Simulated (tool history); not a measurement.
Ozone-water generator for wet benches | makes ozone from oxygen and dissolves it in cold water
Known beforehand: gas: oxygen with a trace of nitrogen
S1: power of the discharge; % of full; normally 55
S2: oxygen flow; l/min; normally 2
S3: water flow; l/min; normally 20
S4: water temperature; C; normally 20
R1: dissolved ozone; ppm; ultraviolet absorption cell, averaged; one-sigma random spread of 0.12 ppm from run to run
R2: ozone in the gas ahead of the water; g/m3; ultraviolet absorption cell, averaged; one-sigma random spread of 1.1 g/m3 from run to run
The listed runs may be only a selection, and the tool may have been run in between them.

run 1 day=0 | S1=55 S2=2 S3=20 S4=20 | R1=11.6 R2=196
run 2 day=2.008 | S1=55 S2=2 S3=20 S4=20 | R1=11.4 R2=193.7
run 3 day=4.888 | S1=55 S2=2 S3=20 S4=20 | R1=11.5 R2=196
run 4 day=7.917 | S1=55 S2=2 S3=20 S4=20 | R1=11.6 R2=195.9
run 5 day=9.996 | S1=55 S2=2 S3=20 S4=20 | R1=11.4 R2=195.3
run 6 day=12.888 | S1=55 S2=2 S3=20 S4=20 | R1=11.4 R2=193.9
run 7 day=15.096 | S1=55 S2=2 S3=20 S4=20 | R1=11.2 R2=193.5
run 8 day=16.538 | S1=55 S2=2 S3=20 S4=20 | R1=11.3 R2=194.4
run 9 day=19.75 | S1=55 S2=2 S3=20 S4=20 | R1=11.3 R2=193.4
run 10 day=22.812 | S1=55 S2=2 S3=20 S4=20 | R1=11 R2=195.8
run 11 day=24.762 | S1=55 S2=2 S3=20 S4=20 | R1=11.3 R2=191.8
run 12 day=27.733 | S1=55 S2=2 S3=14 S4=20 | R1=15.4 R2=193.3
run 13 day=30.75 | S1=55 S2=2 S3=14 S4=20 | R1=15.2 R2=194.7
run 14 day=32.175 | S1=55 S2=2 S3=14 S4=20 | R1=15.3 R2=194.7
run 15 day=34.467 | S1=55 S2=2 S3=14 S4=20 | R1=15.2 R2=192
run 16 day=36.275 | S1=55 S2=2 S3=20 S4=20 | R1=11.2 R2=192.9
run 17 day=37.583 | S1=55 S2=1.62 S3=20 S4=20 | R1=10.3 R2=205.1
run 18 day=39.708 | S1=43 S2=1.51 S3=20 S4=20 | R1=8 R2=168.7
run 19 day=42.15 | S1=43 S2=1.51 S3=20 S4=20 | R1=7.9 R2=166
run 20 day=44.438 | S1=43 S2=1.51 S3=20 S4=20 | R1=7.6 R2=169.2
run 21 day=47.204 | S1=73 S2=1.88 S3=23 S4=23 | R1=11.7 R2=249.1
run 22 day=48.704 | S1=79 S2=1.88 S3=23 S4=23 | R1=12.8 R2=264.9
run 23 day=51.25 | S1=55 S2=2 S3=20 S4=21 | R1=11 R2=190.1
run 24 day=53.95 | S1=65 S2=2 S3=20 S4=13 | R1=13.4 R2=218.5
run 25 day=56.046 | S1=65 S2=2 S3=20 S4=13 | R1=13.5 R2=219.1
run 26 day=57.879 | S1=55 S2=2.99 S3=20 S4=20 | R1=13.1 R2=167.6
run 27 day=60.346 | S1=55 S2=1.78 S3=20 S4=20 | R1=10.5 R2=197
run 28 day=62.929 | S1=42 S2=2 S3=20 S4=20 | R1=8.7 R2=149.3
run 29 day=64.488 | S1=49 S2=2.67 S3=20 S4=24 | R1=10.7 R2=155.8
run 30 day=67.238 | S1=49 S2=2.67 S3=20 S4=24 | R1=10.6 R2=156.5
run 31 day=69.467 | S1=49 S2=2.67 S3=20 S4=24 | R1=10.6 R2=156
run 32 day=71.654 | S1=49 S2=1.67 S3=20 S4=24 | R1=8.8 R2=180.7

Here are 3 independent what-if runs from the current tool condition. What would each one return?
run A day=73.275 | S1=61 S2=2 S3=20 S4=20 | R1=? R2=?
run B day=73.275 | S1=49 S2=1.67 S3=23 S4=15 | R1=? R2=?
run C day=73.275 | S1=55 S2=2 S3=20 S4=25 | R1=? R2=?

run=A R1=11.9 R2=203.9
run=B R1=8 R2=180.2
run=C R1=10.4 R2=188.3
The same runs, with their run-to-run variation unchanged, on a tool lacking any hidden condition would have given:
run=A R1=13.2 R2=219.9
run=B R1=8.7 R2=191.1
run=C R1=11.5 R2=201.5
